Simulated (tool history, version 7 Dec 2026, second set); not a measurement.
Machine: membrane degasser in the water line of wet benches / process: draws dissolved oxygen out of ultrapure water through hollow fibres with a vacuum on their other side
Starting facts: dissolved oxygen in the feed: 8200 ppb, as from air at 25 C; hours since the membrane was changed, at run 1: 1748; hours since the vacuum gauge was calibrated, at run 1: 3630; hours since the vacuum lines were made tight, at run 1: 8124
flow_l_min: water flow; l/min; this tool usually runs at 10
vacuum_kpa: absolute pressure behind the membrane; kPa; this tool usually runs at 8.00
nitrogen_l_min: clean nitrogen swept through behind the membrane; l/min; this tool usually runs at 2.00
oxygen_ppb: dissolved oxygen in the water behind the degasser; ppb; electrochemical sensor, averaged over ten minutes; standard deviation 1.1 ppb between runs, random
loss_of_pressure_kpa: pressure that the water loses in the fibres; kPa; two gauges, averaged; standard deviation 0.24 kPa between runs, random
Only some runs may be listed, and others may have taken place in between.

run   hour  flow_l_min  vacuum_kpa  nitrogen_l_min  hours since the membrane was changed  hours since the vacuum gauge was calibrated  hours since the vacuum lines were made tight  oxygen_ppb  loss_of_pressure_kpa
  1    0.0          10        8.00            2.00                                  1748                                         3630                                          8124       105.8                 63.47
  2   27.6          10        8.00            2.00                                  1776                                         3658                                          8152       103.5                 63.48
  3   81.0          10        8.00            2.00                                  1829                                         3711                                          8205       105.6                 63.25
  4  122.1          10        8.00            2.00                                  1870                                         3752                                          8246       107.0                 63.23
  5  171.6          10        8.00            2.00                                  1920                                         3802                                          8296       103.3                 63.40
  6  199.1          11       13.17            2.00                                  1947                                         3829                                          8323       193.4                 69.69
  7  239.6          11       13.17            2.00                                  1988                                         3870                                          8364       195.0                 69.67
  8  270.8          11       13.17            2.00                                  2019                                         3901                                          8395       196.5                 69.57
  9  303.5          12       13.49            4.44                                  2052                                         3934                                          8427       160.2                 75.98
 10  334.5          12       13.49            4.44                                  2083                                         3965                                          8458       157.9                 76.11

Consider 4 possible next runs. They are alternatives, not a sequence: every one starts from the tool as it was left by run 10. What does each give?
  A  393.7          16       13.49            0.97                                  2142                                         4024                                          8518           ?                     ?
  B  393.7           9        6.67            4.44                                  2142                                         4024                                          8518           ?                     ?
  C  393.7          12       15.36            4.44                                  2142                                         4024                                          8518           ?                     ?
  D  393.7           9        8.00            0.86                                  2142                                         4024                                          8518           ?                     ?

run  oxygen_ppb  loss_of_pressure_kpa
  A       578.6                101.46
  B        48.2                 56.81
  C       172.8                 76.24
  D       143.8                 56.88
Take away the tool's hidden state, keep each run's random variation, and the runs would have read:
run  oxygen_ppb  loss_of_pressure_kpa
  A       578.5                101.45
  B        48.2                 56.80
  C       172.7                 76.23
  D       143.8                 56.88
